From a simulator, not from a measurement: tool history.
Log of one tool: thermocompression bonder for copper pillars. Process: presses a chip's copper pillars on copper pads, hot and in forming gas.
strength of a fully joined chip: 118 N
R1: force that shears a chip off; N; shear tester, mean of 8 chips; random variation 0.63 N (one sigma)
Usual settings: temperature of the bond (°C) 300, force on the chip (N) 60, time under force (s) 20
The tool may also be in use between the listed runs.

run 1 hour=0.0 | temperature_of_the_bond_(°C)=300 force_on_the_chip_(N)=60 time_under_force_(s)=20 | R1=50.6
run 2 hour=39.9 | temperature_of_the_bond_(°C)=300 force_on_the_chip_(N)=60 time_under_force_(s)=20 | R1=50.0
run 3 hour=71.0 | temperature_of_the_bond_(°C)=300 force_on_the_chip_(N)=80 time_under_force_(s)=20 | R1=66.2
run 4 hour=98.2 | temperature_of_the_bond_(°C)=300 force_on_the_chip_(N)=80 time_under_force_(s)=20 | R1=66.4
run 5 hour=134.8 | temperature_of_the_bond_(°C)=300 force_on_the_chip_(N)=80 time_under_force_(s)=20 | R1=66.7
run 6 hour=158.0 | temperature_of_the_bond_(°C)=300 force_on_the_chip_(N)=80 time_under_force_(s)=20 | R1=67.4
run 7 hour=181.9 | temperature_of_the_bond_(°C)=300 force_on_the_chip_(N)=80 time_under_force_(s)=20 | R1=66.6
run 8 hour=219.6 | temperature_of_the_bond_(°C)=300 force_on_the_chip_(N)=70 time_under_force_(s)=20 | R1=58.0
run 9 hour=247.8 | temperature_of_the_bond_(°C)=297 force_on_the_chip_(N)=70 time_under_force_(s)=20 | R1=56.4
run 10 hour=284.8 | temperature_of_the_bond_(°C)=297 force_on_the_chip_(N)=70 time_under_force_(s)=20 | R1=57.0
run 11 hour=309.4 | temperature_of_the_bond_(°C)=297 force_on_the_chip_(N)=70 time_under_force_(s)=20 | R1=57.2
run 12 hour=328.3 | temperature_of_the_bond_(°C)=300 force_on_the_chip_(N)=60 time_under_force_(s)=20 | R1=50.2
run 13 hour=346.9 | temperature_of_the_bond_(°C)=300 force_on_the_chip_(N)=64 time_under_force_(s)=20 | R1=54.9
run 14 hour=389.6 | temperature_of_the_bond_(°C)=300 force_on_the_chip_(N)=64 time_under_force_(s)=20 | R1=54.1
run 15 hour=428.2 | temperature_of_the_bond_(°C)=300 force_on_the_chip_(N)=64 time_under_force_(s)=20 | R1=54.3
run 16 hour=450.7 | temperature_of_the_bond_(°C)=300 force_on_the_chip_(N)=64 time_under_force_(s)=20 | R1=54.8
run 17 hour=490.8 | temperature_of_the_bond_(°C)=295 force_on_the_chip_(N)=57 time_under_force_(s)=11 | R1=34.5
run 18 hour=532.9 | temperature_of_the_bond_(°C)=285 force_on_the_chip_(N)=73 time_under_force_(s)=11 | R1=40.7
run 19 hour=575.4 | temperature_of_the_bond_(°C)=285 force_on_the_chip_(N)=87 time_under_force_(s)=33 | R1=71.9
run 20 hour=601.5 | temperature_of_the_bond_(°C)=289 force_on_the_chip_(N)=59 time_under_force_(s)=20 | R1=43.8
run 21 hour=625.5 | temperature_of_the_bond_(°C)=289 force_on_the_chip_(N)=59 time_under_force_(s)=21 | R1=43.4
run 22 hour=658.4 | temperature_of_the_bond_(°C)=289 force_on_the_chip_(N)=79 time_under_force_(s)=21 | R1=61.5
run 23 hour=696.1 | temperature_of_the_bond_(°C)=300 force_on_the_chip_(N)=60 time_under_force_(s)=33 | R1=61.1
run 24 hour=726.0 | temperature_of_the_bond_(°C)=300 force_on_the_chip_(N)=60 time_under_force_(s)=33 | R1=60.2
run 25 hour=750.4 | temperature_of_the_bond_(°C)=277 force_on_the_chip_(N)=64 time_under_force_(s)=20 | R1=41.8
run 26 hour=793.4 | temperature_of_the_bond_(°C)=277 force_on_the_chip_(N)=64 time_under_force_(s)=20 | R1=40.2
run 27 hour=822.4 | temperature_of_the_bond_(°C)=277 force_on_the_chip_(N)=64 time_under_force_(s)=12 | R1=33.3

Not shown: 2 entries that the log had between the listed runs. Between which runs, and how does the tool's hidden state differ before and after?
Between runs 3 and 4: forming gas filter changed (hour 93.5)
  oxide that the forming gas leaves, % of the face: 1.31 -> 0.51
Between runs 21 and 22: forming gas filter changed (hour 647.4)
  oxide that the forming gas leaves, % of the face: 1.28 -> 0.52
